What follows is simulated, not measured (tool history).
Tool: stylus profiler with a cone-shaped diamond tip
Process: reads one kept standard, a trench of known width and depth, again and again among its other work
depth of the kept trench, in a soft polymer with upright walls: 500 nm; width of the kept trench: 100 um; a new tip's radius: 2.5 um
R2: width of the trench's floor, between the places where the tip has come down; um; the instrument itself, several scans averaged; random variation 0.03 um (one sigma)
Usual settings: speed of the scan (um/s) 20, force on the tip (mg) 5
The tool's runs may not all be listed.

{"run": 1, "hour": 0.0, "speed of the scan (um/s)": 20, "force on the tip (mg)": 5, "depth of the trench (nm)": 509.59, "R2": 95.9}
{"run": 2, "hour": 112.8, "speed of the scan (um/s)": 20, "force on the tip (mg)": 5, "depth of the trench (nm)": 509.36, "R2": 95.9}
{"run": 3, "hour": 224.3, "speed of the scan (um/s)": 20, "force on the tip (mg)": 5, "depth of the trench (nm)": 509.09, "R2": 95.82}
{"run": 4, "hour": 280.8, "speed of the scan (um/s)": 20, "force on the tip (mg)": 5, "depth of the trench (nm)": 509.12, "R2": 95.85}
{"hour": 288.7, "done": "height scale calibrated on a step standard"}
{"run": 5, "hour": 346.4, "speed of the scan (um/s)": 20, "force on the tip (mg)": 5, "depth of the trench (nm)": 508.62, "R2": 95.84}
{"run": 6, "hour": 464.3, "speed of the scan (um/s)": 20, "force on the tip (mg)": 5, "depth of the trench (nm)": 508.62, "R2": 95.75}
{"run": 7, "hour": 517.2, "speed of the scan (um/s)": 20, "force on the tip (mg)": 5, "depth of the trench (nm)": 508.45, "R2": 95.79}
{"run": 8, "hour": 620.2, "speed of the scan (um/s)": 42, "force on the tip (mg)": 6.94, "depth of the trench (nm)": 510.97, "R2": 95.72}
{"run": 9, "hour": 702.2, "speed of the scan (um/s)": 42, "force on the tip (mg)": 6.94, "depth of the trench (nm)": 510.85, "R2": 95.72}
{"run": 10, "hour": 758.1, "speed of the scan (um/s)": 42, "force on the tip (mg)": 6.94, "depth of the trench (nm)": 510.96, "R2": 95.68}

Forecast run 11:
{"run": 11, "hour": 825.9, "speed of the scan (um/s)": 18, "force on the tip (mg)": 5, "depth of the trench (nm)": "?", "R2": "?"}

Run 11 gave depth of the trench (nm) 507.93, R2 95.76 um.
Without the tool's hidden state the same run would have given depth of the trench (nm) 510.44, R2 97 um.
